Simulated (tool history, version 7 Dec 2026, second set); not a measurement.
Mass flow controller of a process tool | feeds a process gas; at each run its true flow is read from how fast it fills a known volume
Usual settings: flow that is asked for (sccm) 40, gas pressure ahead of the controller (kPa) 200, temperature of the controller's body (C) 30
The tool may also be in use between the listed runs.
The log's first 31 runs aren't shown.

run    hour  flow that is asked for (sccm)  gas pressure ahead of the controller (kPa)  temperature of the controller's body (C)  hours of work since the controller was set to zero  hours of work since the controller was changed  true flow (%)
 32  3604.4                             52                                         140                                        35                                                3776                                            3776         100.55
 33  3748.7                             19                                         160                                        35                                                3845                                            3845          101.9
 34  3825.3                             13                                         184                                        39                                                3882                                            3882          103.2
 35  3962.5                             40                                         206                                        21                                                3948                                            3948         100.92
 36  4074.9                             34                                         200                                        28                                                4002                                            4002         101.01
 37  4164.1                             40                                         200                                        30                                                4045                                            4045         100.66
 38  4279.9                             79                                         226                                        30                                                4100                                            4100         101.09
 39  4400.5                             86                                         200                                        26                                                4158                                            4158         101.25
 40  4500.5                             55                                         200                                        30                                                4206                                            4206         100.74
 41    4613                             55                                         200                                        30                                                4260                                            4260         100.92
 42  4690.9                             31                                         171                                        22                                                4298                                            4298         101.39
 43    4768                             31                                         171                                        22                                                4335                                            4335         101.37
 44  4905.5                             31                                         171                                        22                                                4401                                            4401         101.46
 45  4982.5                             31                                         171                                        22                                                4438                                            4438         101.44
 46  5066.5                             40                                         237                                        30                                                4478                                            4478          100.9
 47    5202                             34                                         263                                        30                                                4543                                            4543         101.03
 48  5288.7                             40                                         199                                        30                                                4585                                            4585         101.19

5 ways to go on from here, each from the tool as it stands after run 48. What would each give?
  A  5401.5                             28                                         151                                        20                                                4639                                            4639              ?
  B  5401.5                             54                                         200                                        40                                                4639                                            4639              ?
  C  5401.5                             22                                         193                                        26                                                4639                                            4639              ?
  D  5401.5                             71                                         145                                        38                                                4639                                            4639              ?
  E  5401.5                             40                                         200                                        31                                                4639                                            4639              ?

run  true flow (%)
  A         102.01
  B          100.9
  C         102.41
  D         101.25
  E         101.07
Without the tool's hidden state the same runs would have given:
run  true flow (%)
  A          98.22
  B          98.43
  C          97.86
  D          99.13
  E          98.11

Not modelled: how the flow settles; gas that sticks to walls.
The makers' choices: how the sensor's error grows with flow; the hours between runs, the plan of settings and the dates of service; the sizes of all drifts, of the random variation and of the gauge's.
